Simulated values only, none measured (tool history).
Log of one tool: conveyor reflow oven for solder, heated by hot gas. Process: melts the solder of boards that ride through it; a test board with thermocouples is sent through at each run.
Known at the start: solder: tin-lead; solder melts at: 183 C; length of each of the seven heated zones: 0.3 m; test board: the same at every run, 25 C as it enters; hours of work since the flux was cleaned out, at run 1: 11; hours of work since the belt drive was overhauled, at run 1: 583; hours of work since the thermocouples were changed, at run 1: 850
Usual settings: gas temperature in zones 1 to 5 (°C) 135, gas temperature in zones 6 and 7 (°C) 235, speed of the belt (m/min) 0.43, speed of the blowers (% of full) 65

run	hour	gas temperature in zones 1 to 5 (°C)	gas temperature in zones 6 and 7 (°C)	speed of the belt (m/min)	speed of the blowers (% of full)	hours of work since the flux was cleaned out	hours of work since the belt drive was overhauled	hours of work since the thermocouples were changed	highest temperature of the board (°C)	time above the solder's melting point (s)
1	0	135	235	0.43	65	11	583	850	220.6	64.6
2	11.7	135	235	0.43	65	20	593	859	220.4	64.7
3	29.1	135	235	0.43	65	34	607	873	220	65.1
4	48.6	135	235	0.43	65	50	622	889	220.2	63.9
5	62.4	135	235	0.358	65	61	633	900	226.1	84.8
6	74	135	248	0.358	65	70	642	909	237.7	92
7	83.3	135	248	0.496	65	77	650	916	224.6	58.4
8	91.7	135	227	0.496	65	84	657	923	207.8	45.3
9	111.2	135	227	0.496	65	99	672	939	208.1	45
10	127.4	135	227	0.496	65	112	685	952	208.3	45
11	146.5	126	235	0.43	65	128	700	967	218.7	59.5
12	156	126	235	0.43	65	135	708	974	218.8	60.1
13	170.4	135	235	0.43	52	147	719	986	216.9	61.7
14	181.5	135	235	0.43	65	156	728	995	220.3	64.6
15	198.2	132	235	0.43	65	169	741	1008	218.9	62.9
16	209.3	132	235	0.43	65	178	750	1017	219.6	62.4
17	227.5	126	235	0.43	65	192	765	1031	218.6	59.6
# hour 233.3: belt drive overhauled, speed set with a stopwatch
18	249.5	126	235	0.43	65	207	13	1046	218.5	61.6
19	263	126	235	0.43	65	217	24	1056	219.7	62.3
20	271.3	139	235	0.43	65	224	30	1063	220.8	67.8
# hour 278: belt drive overhauled, speed set with a stopwatch, once more
21	285.3	127	237	0.408	65	232	6	1071	221.5	64.4
22	297.1	148	235	0.408	58	241	15	1080	222.5	74.7
23	305.1	124	226	0.363	55	248	22	1087	213.6	64.8
24	315	135	235	0.43	52	256	30	1095	215.7	59.2
25	323.6	146	235	0.43	52	263	36	1102	218.3	65.7
26	332.7	126	242	0.43	65	270	44	1109	222.9	62.3
27	349.5	126	242	0.363	63	283	57	1122	229.7	79.6
28	366.1	135	236	0.43	65	296	70	1136	220.1	63.1
29	374.8	125	235	0.403	65	303	77	1142	219.7	62.9
30	392.5	125	235	0.403	65	317	91	1157	219.5	65

Measured less the same run without the tool's hidden state. The same run-to-run variation is in both; the gauge's scatter may not be:
The hidden state here: heat that the gas passes to the board, % of a clean oven's; belt's true speed, % of the reading; true gas temperature in zones 6 and 7 over the reading, C; drift of the gauge itself on peak_c, C; drift of the gauge itself on liquid_s, %.
run	highest temperature of the board (°C)	time above the solder's melting point (s)
1	+3.2	+3.7
2	+3.2	+3.8
3	+3.2	+3.7
4	+3.1	+3.8
5	+3.3	+4.2
6	+3.3	+3.7
7	+3.1	+3.2
8	+3	+4
9	+3	+4
10	+3	+4.1
11	+3.2	+4
12	+3.2	+4
13	+3.2	+4.2
14	+3.2	+3.9
15	+3.1	+4
16	+3.2	+3.9
17	+3.2	+3.9
18	+3.7	+5.6
19	+3.7	+5.6
20	+3.6	+5.5
21	+2.4	+1.9
22	+2.6	+2
23	+2.7	+2.8
24	+2.4	+2.1
25	+2.4	+2
26	+2.2	+1.6
27	+2.6	+2
28	+2.4	+1.9
29	+2.4	+2.1
30	+2.5	+2.1
